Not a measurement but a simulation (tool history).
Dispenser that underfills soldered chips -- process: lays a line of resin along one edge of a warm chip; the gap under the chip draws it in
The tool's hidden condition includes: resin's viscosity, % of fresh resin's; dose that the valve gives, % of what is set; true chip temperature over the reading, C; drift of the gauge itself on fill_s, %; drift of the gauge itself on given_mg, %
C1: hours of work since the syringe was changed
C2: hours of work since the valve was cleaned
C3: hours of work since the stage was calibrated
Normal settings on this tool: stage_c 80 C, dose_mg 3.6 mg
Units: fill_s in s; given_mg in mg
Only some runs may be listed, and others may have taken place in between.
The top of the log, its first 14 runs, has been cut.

At hour 161.7: new syringe of resin.
Run 15, hour 165.3: usual settings; C1 2; C2 76; C3 401. Result: fill_s 23.1 s, given_mg 3.39 mg.
At hour 170.4: new syringe of resin.
Run 16, hour 176.6: usual settings; C1 4; C2 83; C3 408. Result: fill_s 27.8 s, given_mg 3.34 mg.
At hour 178.9: new syringe of resin.
At hour 187.5: new syringe of resin.
Run 17, hour 189.2: usual settings; C1 1; C2 91; C3 416. Result: fill_s 21.9 s, given_mg 3.33 mg.
At hour 196.5: new syringe of resin.
Run 18, hour 200: usual settings; C1 2; C2 98; C3 422. Result: fill_s 23.6 s, given_mg 3.34 mg.
At hour 205.2: new syringe of resin.
Run 19, hour 212.1: usual settings but stage_c 85 C; C1 4; C2 106; C3 430. Result: fill_s 22.5 s, given_mg 3.35 mg.
At hour 214.4: new syringe of resin.
At hour 223.3: new syringe of resin.
Run 20, hour 228.2: usual settings but stage_c 88 C, dose_mg 3.78 mg; C1 3; C2 116; C3 440. Result: fill_s 17.4 s, given_mg 3.45 mg.
At hour 232.1: new syringe of resin.
At hour 240.3: new syringe of resin.
Run 21, hour 242.7: usual settings but dose_mg 3.17 mg; C1 2; C2 125; C3 450. Result: fill_s 23 s, given_mg 2.88 mg.
At hour 249: new syringe of resin.
Run 22, hour 252: usual settings but dose_mg 3.17 mg; C1 2; C2 131; C3 455. Result: fill_s 23.2 s, given_mg 2.87 mg.
At hour 257.1: dispensing valve cleaned and set on the balance.
At hour 258.5: new syringe of resin.
Run 23, hour 261: usual settings but stage_c 81 C, dose_mg 3.78 mg; C1 2; C2 2; C3 460. Result: fill_s 20.9 s, given_mg 3.79 mg.
At hour 267.5: new syringe of resin.
Run 24, hour 270.9: usual settings but stage_c 87 C, dose_mg 4.13 mg; C1 2; C2 9; C3 467. Result: fill_s 16.4 s, given_mg 4.11 mg.
At hour 275.7: new syringe of resin.
Run 25, hour 281.1: usual settings but stage_c 67 C, dose_mg 3.54 mg; C1 4; C2 15; C3 473. Result: fill_s 49.4 s, given_mg 3.53 mg.
At hour 285: new syringe of resin.
Run 26, hour 292.7: usual settings but stage_c 83 C, dose_mg 4.24 mg; C1 5; C2 23; C3 481. Result: fill_s 23.8 s, given_mg 4.17 mg.
At hour 293.8: new syringe of resin.
At hour 302.4: new syringe of resin.
Run 27, hour 302.4: usual settings but stage_c 65 C, dose_mg 3.81 mg; C1 0; C2 29; C3 487. Result: fill_s 40.5 s, given_mg 3.74 mg.
At hour 311: new syringe of resin.
Run 28, hour 311.7: usual settings but stage_c 65 C, dose_mg 3.66 mg; C1 0; C2 34; C3 493. Result: fill_s 40.5 s, given_mg 3.6 mg.
At hour 320: new syringe of resin.
Run 29, hour 326.3: usual settings but stage_c 86 C, dose_mg 3.7 mg; C1 4; C2 44; C3 502. Result: fill_s 20.6 s, given_mg 3.58 mg.
At hour 329.2: new syringe of resin.
Run 30, hour 334.8: usual settings but stage_c 94 C, dose_mg 3.7 mg; C1 4; C2 49; C3 507. Result: fill_s 13.6 s, given_mg 3.57 mg.
At hour 338.5: new syringe of resin.
At hour 347.2: new syringe of resin.
Run 31, hour 349.9: usual settings but stage_c 71 C, dose_mg 3.3 mg; C1 2; C2 59; C3 517. Result: fill_s 34.4 s, given_mg 3.14 mg.
At hour 355.7: new syringe of resin.
At hour 364.5: new syringe of resin.
Run 32, hour 366: usual settings but stage_c 88 C, dose_mg 4.68 mg; C1 1; C2 69; C3 527. Result: fill_s 13.7 s, given_mg 4.45 mg.
At hour 373.7: new syringe of resin.
Run 33, hour 378.8: usual settings but stage_c 86 C, dose_mg 4.62 mg; C1 3; C2 77; C3 535. Result: fill_s 17.7 s, given_mg 4.39 mg.
At hour 382.3: new syringe of resin.
Run 34, hour 386: usual settings but stage_c 86 C, dose_mg 4.62 mg; C1 2; C2 82; C3 540. Result: fill_s 17.1 s, given_mg 4.35 mg.
At hour 390.9: new syringe of resin.
Run 35, hour 394.5: usual settings but stage_c 66 C, dose_mg 4.13 mg; C1 2; C2 87; C3 545. Result: fill_s 44.5 s, given_mg 3.93 mg.

Forecast each of these 3 alternatives for the next run:
At hour 399.2: new syringe of resin.
Run A, hour 404.2: usual settings but dose_mg 4.48 mg; C1 3; C2 93; C3 551. Result: fill_s ?, given_mg ?.
At hour 399.2: new syringe of resin.
Run B, hour 404.2: usual settings but stage_c 67 C, dose_mg 3.26 mg; C1 3; C2 93; C3 551. Result: fill_s ?, given_mg ?.
At hour 399.2: new syringe of resin.
Run C, hour 404.2: usual settings but stage_c 86 C, dose_mg 4.09 mg; C1 3; C2 93; C3 551. Result: fill_s ?, given_mg ?.

run  fill_s  given_mg
  A    24.4      4.21
  B    47.1      3.04
  C    18.4      3.82
Stripped of hidden state, with their random variation kept, the same runs would have yielded:
run  fill_s  given_mg
  A    22.5      4.49
  B    43.5      3.25
  C    16.8      4.08
